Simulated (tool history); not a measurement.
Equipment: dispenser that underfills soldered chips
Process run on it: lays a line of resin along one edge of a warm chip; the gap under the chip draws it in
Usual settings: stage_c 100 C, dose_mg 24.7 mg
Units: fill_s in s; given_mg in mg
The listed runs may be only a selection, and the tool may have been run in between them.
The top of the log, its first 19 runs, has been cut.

run	hour	stage_c	dose_mg	hours of work since the syringe was changed	hours of work since the valve was cleaned	hours of work since the stage was calibrated	fill_s	given_mg
# hour 92.4: new syringe of resin
20	93.7	110	31.1	1	58	85	31.5	29.75
# hour 99.4: new syringe of resin
21	101	93	31.1	1	64	91	68.7	29.55
22	105.2	107	21	4	67	94	47	20.07
# hour 106.4: new syringe of resin
23	112	114	26.9	4	72	99	31.5	25.64
# hour 113.6: new syringe of resin
24	116.2	92	23.4	2	75	102	76.5	22.03
25	120.1	94	26	5	78	105	81.3	24.49
# hour 120.7: new syringe of resin
26	125.2	111	27.4	3	81	108	35.2	25.68
# hour 128.1: new syringe of resin
27	129.6	90	31.3	1	85	112	77.7	29.27
# hour 135.1: new syringe of resin
28	135.1	111	24.7	0	89	115	29.3	23.19
29	138.4	92	29	3	91	118	76.7	26.97
# hour 142.4: new syringe of resin
30	144.7	100	25.9	2	96	123	51.3	23.92
# hour 146.3: dispensing valve cleaned and set on the balance
# hour 150.5: new syringe of resin
31	151.1	99	24.1	1	3	126	49.8	24.12
# hour 157.6: new syringe of resin
32	158.4	102	28.3	1	9	132	42.2	28.37
33	163.1	106	28.8	4	12	135	44.6	28.8
# hour 164.6: new syringe of resin
34	168.4	104	22.8	3	16	139	46.6	22.62

Alternative continuations, all from the tool just after run 34; predict every row:
# hour 172.1: new syringe of resin
A	173	101	21.2	1	19	142	?	?
# hour 172.1: new syringe of resin
B	173	101	22.1	1	19	142	?	?
# hour 172.1: new syringe of resin
C	173	104	21.8	1	19	142	?	?
# hour 172.1: new syringe of resin
D	173	100	22.1	1	19	142	?	?

run	fill_s	given_mg
A	46.9	20.9
B	46.3	21.72
C	40.7	21.68
D	49.9	21.85
Take away the tool's hidden state, keep each run's random variation, and the runs would have read:
run	fill_s	given_mg
A	46.3	21.14
B	45.7	21.97
C	40.2	21.93
D	49.3	22.1

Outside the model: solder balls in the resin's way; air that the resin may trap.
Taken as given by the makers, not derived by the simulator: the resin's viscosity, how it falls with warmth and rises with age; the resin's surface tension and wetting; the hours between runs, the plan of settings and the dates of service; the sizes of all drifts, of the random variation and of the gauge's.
